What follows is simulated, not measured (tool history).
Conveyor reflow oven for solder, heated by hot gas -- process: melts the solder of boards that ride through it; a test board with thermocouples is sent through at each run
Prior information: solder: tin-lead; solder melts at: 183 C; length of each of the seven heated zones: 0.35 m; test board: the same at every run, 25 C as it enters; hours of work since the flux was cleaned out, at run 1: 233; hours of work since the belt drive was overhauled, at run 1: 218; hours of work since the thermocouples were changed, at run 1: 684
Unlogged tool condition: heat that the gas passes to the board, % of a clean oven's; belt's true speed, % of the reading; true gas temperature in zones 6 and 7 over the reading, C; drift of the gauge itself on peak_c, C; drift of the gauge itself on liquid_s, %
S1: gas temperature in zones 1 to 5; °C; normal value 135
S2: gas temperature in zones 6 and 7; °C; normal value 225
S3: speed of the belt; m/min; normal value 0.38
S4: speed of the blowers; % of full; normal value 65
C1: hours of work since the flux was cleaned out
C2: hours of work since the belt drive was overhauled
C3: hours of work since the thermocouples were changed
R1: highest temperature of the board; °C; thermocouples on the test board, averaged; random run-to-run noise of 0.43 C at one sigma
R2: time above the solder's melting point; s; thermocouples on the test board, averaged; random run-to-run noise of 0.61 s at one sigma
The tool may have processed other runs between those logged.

run   hour   S1   S2     S3  S4   C1   C2   C3     R1     R2
  1      0  135  225   0.38  65  233  218  684  211.6   76.6
  2    9.2  135  225  0.443  65  238  223  689  207.1   57.5
  3   24.1  135  225  0.451  65  246  231  698  205.8   55.5
  4   38.9  135  225  0.451  65  254  240  706  206.1   56.5
  5     50  135  225  0.451  65  260  246  712  206.3   56.7
  6   62.5  135  225  0.451  55  267  253  719  202.4   49.4
  7   74.6  135  225  0.457  65  274  259  725  205.6   55.1
  8   92.4  135  225  0.457  65  284  269  735  205.3   53.8
  9  109.5  135  225  0.457  65  293  278  745  205.4     54
 10  127.5  135  225  0.457  65  303  288  754  206.1     54
 11  138.7  135  225  0.457  65  309  294  761  206.4   53.4
 12  151.3  135  225  0.457  63  316  301  768  205.5   52.7
 13  160.2  135  225  0.457  63  321  306  772  205.8   52.7
 14  177.8  135  225  0.457  63  331  316  782  205.1   53.1
 15  191.9  135  225  0.457  63  338  324  790  204.9   51.9
     205.4  -- flux residue cleaned out of gas plates and filters
 16  213.7  135  225  0.457  63    5  333  799  205.2   53.3
 17  232.1  135  225  0.457  76   15  343  809  208.8   59.8
 18  245.5  145  219  0.405  50   22  350  817    202   59.8
 19  259.7  145  219  0.405  50   30  358  824  201.9   59.3
 20  278.7  132  219  0.362  54   40  369  835  204.7   66.1
 21    293  133  225  0.328  78   48  376  843  217.2   98.9
 22  308.2  135  213  0.391  73   56  385  851  202.1   61.2
 23  318.6  146  234  0.315  65   62  390  857  225.2    117
 24  334.2  146  234  0.315  65   71  399  865  226.1  117.2
 25  346.1  148  214  0.312  79   77  406  872  209.1  104.9
 26  361.3  148  214  0.312  79   86  414  880  208.9  103.9
 27  381.5  145  214  0.312  79   97  425  891  208.8  101.5
 28  397.2  135  237  0.455  65  105  434  900  216.2   66.3
 29  414.3  144  227   0.38  65  115  443  909  214.6   84.3
 30  432.2  144  227   0.38  65  125  453  919    215   84.7
 31  450.5  144  219  0.437  60  135  463  929  203.2   56.2
 32  465.9  136  225   0.38  65  143  471  938  211.8   75.8

Branching from run 32: 3 alternative next runs. What would each branch give?
  A  484.7  136  229  0.374  54  153  482  948   ?   ?
  B  484.7  135  225   0.46  77  153  482  948   ?   ?
  C  484.7  142  223   0.38  65  153  482  948   ?   ?

run     R1    R2
  A  212.4  77.2
  B  209.8  58.9
  C  210.6  79.2
Take away the tool's hidden state, keep each run's random variation, and the runs would have read:
run     R1    R2
  A  212.4  77.3
  B  209.9    59
  C  210.7  79.3

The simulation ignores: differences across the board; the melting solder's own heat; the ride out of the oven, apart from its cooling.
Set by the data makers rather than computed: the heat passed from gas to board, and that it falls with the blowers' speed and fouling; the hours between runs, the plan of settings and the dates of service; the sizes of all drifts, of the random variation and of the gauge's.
